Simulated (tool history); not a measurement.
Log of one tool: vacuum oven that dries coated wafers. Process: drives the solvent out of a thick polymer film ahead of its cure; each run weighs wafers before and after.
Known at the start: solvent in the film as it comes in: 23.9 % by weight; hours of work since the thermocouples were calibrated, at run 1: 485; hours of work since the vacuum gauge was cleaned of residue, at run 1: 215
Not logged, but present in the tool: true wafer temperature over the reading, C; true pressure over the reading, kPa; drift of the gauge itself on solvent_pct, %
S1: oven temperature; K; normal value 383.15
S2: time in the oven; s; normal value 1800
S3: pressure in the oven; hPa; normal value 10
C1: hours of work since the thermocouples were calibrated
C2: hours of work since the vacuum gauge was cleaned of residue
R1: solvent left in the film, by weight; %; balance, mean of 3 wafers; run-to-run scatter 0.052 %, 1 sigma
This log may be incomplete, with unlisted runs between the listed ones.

run	day	S1	S2	S3	C1	C2	R1
1	0	383.15	1800	10	485	215	1.77
2	0.617	383.15	1800	10	493	223	1.66
3	1.504	383.15	1800	10	504	234	1.7
4	2.579	383.15	1800	9.7	517	248	1.71
5	3.346	383.15	1800	9.7	527	257	1.74
6	4.262	383.15	1800	9.7	538	269	1.75
7	5.271	383.15	1800	9.7	551	281	1.73
8	5.8	383.15	1800	9.7	558	288	1.68
9	6.471	383.15	1800	10	566	296	1.73
10	7.55	383.15	1800	10	580	310	1.74
11	8.642	383.15	1800	10	593	324	1.69
12	9.683	383.15	1800	10	606	337	1.84
13	10.404	383.15	1800	10	615	346	1.71
14	11.512	383.15	1800	10	629	360	1.78
15	12.546	374.15	1800	10	642	372	4.03
16	13.742	374.15	1800	10	657	387	4.13
17	14.429	374.15	1800	10	666	396	4.08
18	15.625	374.15	1800	10	681	411	4.12
19	16.296	374.15	1800	10	689	419	4.08
20	17.5	383.15	1140	10	704	435	3.74
21	18.154	383.15	1140	10	712	443	3.69
22	19.246	395.15	1020	5.4	726	456	1.34
23	20.442	372.15	1080	6.3	741	471	7.89
24	21.354	372.15	2460	6.9	752	483	2.91
25	21.979	392.15	1800	10	760	491	0.84
26	23.058	392.15	1800	10	774	504	0.81
27	23.967	392.15	1800	10	785	516	0.82
28	25.004	392.15	1800	10	798	529	0.86
29	26.15	392.15	1800	10	813	543	0.78
30	27.129	390.15	2580	6.4	825	555	0.5
31	28.05	376.15	1860	9.4	836	567	3.4
32	28.592	387.15	1020	33.8	843	573	4.61
33	29.812	387.15	1020	7.1	858	589	3.18
34	30.433	387.15	1020	7.1	866	596	3.18
35	31.396	377.15	1020	16.9	878	609	7.22
36	32.121	370.15	1800	10	887	618	5.88
37	32.633	381.15	1800	10.2	894	624	2.31
38	33.304	381.15	1800	27.3	902	632	3.52
39	34.142	381.15	1800	27.3	913	643	3.46
40	35.288	383.15	960	22.2	927	657	5.59
41	36.329	384.15	1260	22.2	940	670	3.8
42	37.071	378.15	2940	15.3	949	680	1.89

Consider 4 possible next runs. They are alternatives, not a sequence: every one starts from the tool as it was left by run 42. What does each give?
A	37.633	391.15	2820	6.9	956	687	?
B	37.633	378.15	1380	15.3	956	687	?
C	37.633	378.15	2940	26.6	956	687	?
D	37.633	372.15	2940	15.3	956	687	?

run	R1
A	0.56
B	4.81
C	2.76
D	3.13
Take away the tool's hidden state, keep each run's random variation, and the runs would have read:
run	R1
A	0.39
B	4.12
C	2.31
D	2.51
